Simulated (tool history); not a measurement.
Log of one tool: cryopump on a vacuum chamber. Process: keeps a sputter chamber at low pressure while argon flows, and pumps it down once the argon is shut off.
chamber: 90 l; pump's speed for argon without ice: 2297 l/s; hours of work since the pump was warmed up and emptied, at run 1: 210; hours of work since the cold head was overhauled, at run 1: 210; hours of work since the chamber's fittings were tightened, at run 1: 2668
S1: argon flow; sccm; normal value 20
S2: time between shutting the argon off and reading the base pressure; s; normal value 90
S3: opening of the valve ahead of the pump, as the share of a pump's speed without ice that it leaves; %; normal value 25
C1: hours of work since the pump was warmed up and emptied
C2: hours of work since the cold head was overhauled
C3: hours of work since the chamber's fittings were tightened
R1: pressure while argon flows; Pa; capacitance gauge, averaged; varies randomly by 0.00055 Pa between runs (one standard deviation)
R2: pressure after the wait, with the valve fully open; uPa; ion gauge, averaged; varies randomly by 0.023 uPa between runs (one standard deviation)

Run 1, hour 0.0: usual settings; C1 210; C2 210; C3 2668. Result: R1 0.0597 Pa, R2 1.03 uPa.
Run 2, hour 13.5: usual settings; C1 221; C2 221; C3 2679. Result: R1 0.0589 Pa, R2 1.04 uPa.
Run 3, hour 24.6: usual settings; C1 230; C2 230; C3 2688. Result: R1 0.0597 Pa, R2 1.07 uPa.
Run 4, hour 34.0: usual settings but S1 11 sccm; C1 237; C2 237; C3 2696. Result: R1 0.0344 Pa, R2 1.01 uPa.
Run 5, hour 44.6: usual settings but S1 11 sccm; C1 246; C2 246; C3 2704. Result: R1 0.0331 Pa, R2 1.03 uPa.
Run 6, hour 52.5: usual settings but S1 11 sccm; C1 252; C2 252; C3 2711. Result: R1 0.0335 Pa, R2 1.03 uPa.
Run 7, hour 62.9: usual settings; C1 261; C2 261; C3 2719. Result: R1 0.0599 Pa, R2 1.09 uPa.
Run 8, hour 69.6: usual settings but S3 40 %; C1 266; C2 266; C3 2725. Result: R1 0.0378 Pa, R2 1.04 uPa.
Run 9, hour 76.9: usual settings but S3 40 %; C1 272; C2 272; C3 2730. Result: R1 0.0389 Pa, R2 1.04 uPa.

The next listed run, before its measurement:
Run 10, hour 86.3: usual settings but S2 249 s, S3 22 %; C1 280; C2 280; C3 2738. Result: R1 ?, R2 ?.

Run 10 yielded R1 0.0682 Pa, R2 0.70 uPa.
On a tool with no hidden condition, and with the same random variation, this run would have come out at R1 0.0668 Pa, R2 0.36 uPa.
